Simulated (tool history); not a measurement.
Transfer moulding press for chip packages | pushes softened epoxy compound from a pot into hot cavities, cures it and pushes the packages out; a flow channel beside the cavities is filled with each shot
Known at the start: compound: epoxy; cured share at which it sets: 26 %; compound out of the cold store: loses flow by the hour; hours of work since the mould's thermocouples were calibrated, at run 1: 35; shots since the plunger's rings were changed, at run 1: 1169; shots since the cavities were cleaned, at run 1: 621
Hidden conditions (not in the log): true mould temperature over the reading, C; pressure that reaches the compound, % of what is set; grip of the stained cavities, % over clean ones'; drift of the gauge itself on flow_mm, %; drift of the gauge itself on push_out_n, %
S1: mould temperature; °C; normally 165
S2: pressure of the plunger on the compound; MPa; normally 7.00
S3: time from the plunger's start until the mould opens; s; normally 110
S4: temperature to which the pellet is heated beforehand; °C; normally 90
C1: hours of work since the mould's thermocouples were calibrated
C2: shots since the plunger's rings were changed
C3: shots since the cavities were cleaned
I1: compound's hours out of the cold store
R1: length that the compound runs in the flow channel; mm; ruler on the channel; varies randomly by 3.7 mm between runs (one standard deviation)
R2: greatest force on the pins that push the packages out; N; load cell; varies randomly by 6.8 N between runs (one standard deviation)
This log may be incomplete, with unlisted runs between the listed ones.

Run 1, hour 0.0: usual settings; C1 35; C2 1169; C3 621; I1 24.6. Result: R1 962 mm, R2 423 N.
At hour 5.2: cavities cleaned with cleaning compound and waxed.
Run 2, hour 11.9: usual settings; C1 40; C2 1258; C3 57; I1 13.4. Result: R1 1014 mm, R2 313 N.
Run 3, hour 21.9: usual settings; C1 45; C2 1343; C3 142; I1 27.2. Result: R1 944 mm, R2 317 N.
Run 4, hour 30.6: usual settings; C1 49; C2 1418; C3 217; I1 46.1. Result: R1 869 mm, R2 320 N.
Run 5, hour 38.1: usual settings; C1 52; C2 1481; C3 280; I1 32.1. Result: R1 930 mm, R2 332 N.
Run 6, hour 45.4: usual settings but S3 105 s; C1 56; C2 1544; C3 343; I1 20.5. Result: R1 985 mm, R2 393 N.
Run 7, hour 51.7: usual settings but S4 95 °C; C1 59; C2 1598; C3 397; I1 25.7. Result: R1 949 mm, R2 370 N.
Run 8, hour 62.9: usual settings but S4 95 °C; C1 64; C2 1693; C3 492; I1 46.3. Result: R1 865 mm, R2 367 N.
Run 9, hour 68.1: usual settings but S4 95 °C; C1 67; C2 1737; C3 536; I1 18.1. Result: R1 985 mm, R2 386 N.
Run 10, hour 78.1: usual settings but S4 95 °C; C1 72; C2 1823; C3 622; I1 15.1. Result: R1 991 mm, R2 410 N.
At hour 83.4: cavities cleaned with cleaning compound and waxed.
Run 11, hour 89.0: usual settings but S3 112 s, S4 95 °C; C1 76; C2 1903; C3 48; I1 21.1. Result: R1 975 mm, R2 285 N.
Run 12, hour 94.9: usual settings but S3 112 s, S4 95 °C; C1 79; C2 1954; C3 99; I1 14.7. Result: R1 994 mm, R2 297 N.
Run 13, hour 106.6: usual settings but S2 6.61 MPa; C1 85; C2 2054; C3 199; I1 26.3. Result: R1 917 mm, R2 331 N.
Run 14, hour 115.9: usual settings but S2 6.61 MPa; C1 89; C2 2133; C3 278; I1 41.5. Result: R1 860 mm, R2 344 N.
Run 15, hour 121.3: usual settings but S2 6.61 MPa; C1 92; C2 2179; C3 324; I1 43.1. Result: R1 846 mm, R2 342 N.
Run 16, hour 133.1: usual settings but S2 5.40 MPa; C1 97; C2 2280; C3 425; I1 8.3. Result: R1 907 mm, R2 392 N.
Run 17, hour 141.6: usual settings but S2 8.33 MPa; C1 101; C2 2352; C3 497; I1 30.7. Result: R1 1007 mm, R2 390 N.
Run 18, hour 152.6: usual settings but S1 162 °C, S2 8.33 MPa, S4 82 °C; C1 107; C2 2446; C3 591; I1 21.3. Result: R1 1062 mm, R2 481 N.
At hour 161.2: cavities cleaned with cleaning compound and waxed.
Run 19, hour 161.2: usual settings but S1 159 °C, S2 5.42 MPa, S3 92 s, S4 88 °C; C1 110; C2 2507; C3 0; I1 10.9. Result: R1 904 mm, R2 654 N.
Run 20, hour 166.2: usual settings but S3 96 s, S4 92 °C; C1 112; C2 2550; C3 43; I1 26.9. Result: R1 944 mm, R2 379 N.
Run 21, hour 176.9: usual settings but S4 92 °C; C1 118; C2 2641; C3 134; I1 17.2. Result: R1 981 mm, R2 335 N.
Run 22, hour 187.4: usual settings but S1 160 °C, S2 7.39 MPa, S3 113 s, S4 91 °C; C1 123; C2 2730; C3 223; I1 23.7. Result: R1 990 mm, R2 424 N.
Run 23, hour 192.2: usual settings but S3 92 s; C1 125; C2 2772; C3 265; I1 16.7. Result: R1 983 mm, R2 521 N.
Run 24, hour 199.4: usual settings but S3 92 s; C1 128; C2 2833; C3 326; I1 38.0. Result: R1 892 mm, R2 517 N.
Run 25, hour 206.5: usual settings but S1 171 °C, S2 5.82 MPa, S3 134 s, S4 85 °C; C1 132; C2 2894; C3 387; I1 46.1. Result: R1 769 mm, R2 264 N.
Run 26, hour 218.3: usual settings but S1 171 °C, S2 5.82 MPa, S3 124 s, S4 88 °C; C1 137; C2 2995; C3 488; I1 20.2. Result: R1 876 mm, R2 279 N.
Run 27, hour 229.8: usual settings but S1 166 °C, S2 7.63 MPa, S3 138 s, S4 96 °C; C1 143; C2 3093; C3 586; I1 34.0. Result: R1 939 mm, R2 297 N.
Run 28, hour 236.5: usual settings but S1 169 °C, S2 5.41 MPa, S3 138 s, S4 96 °C; C1 146; C2 3150; C3 643; I1 31.3. Result: R1 792 mm, R2 276 N.

Run 29 has not been measured yet. What should we expect?
At hour 239.8: cavities cleaned with cleaning compound and waxed.
Run 29, hour 243.7: usual settings but S1 169 °C, S2 7.34 MPa, S3 138 s, S4 85 °C; C1 149; C2 3199; C3 33; I1 45.9. Result: R1 ?, R2 ?.

{"run 29": {"R1": 872, "R2": 212}}
Minus the tool's unlogged condition, the same run would have read R1 902 mm, R2 202 N.
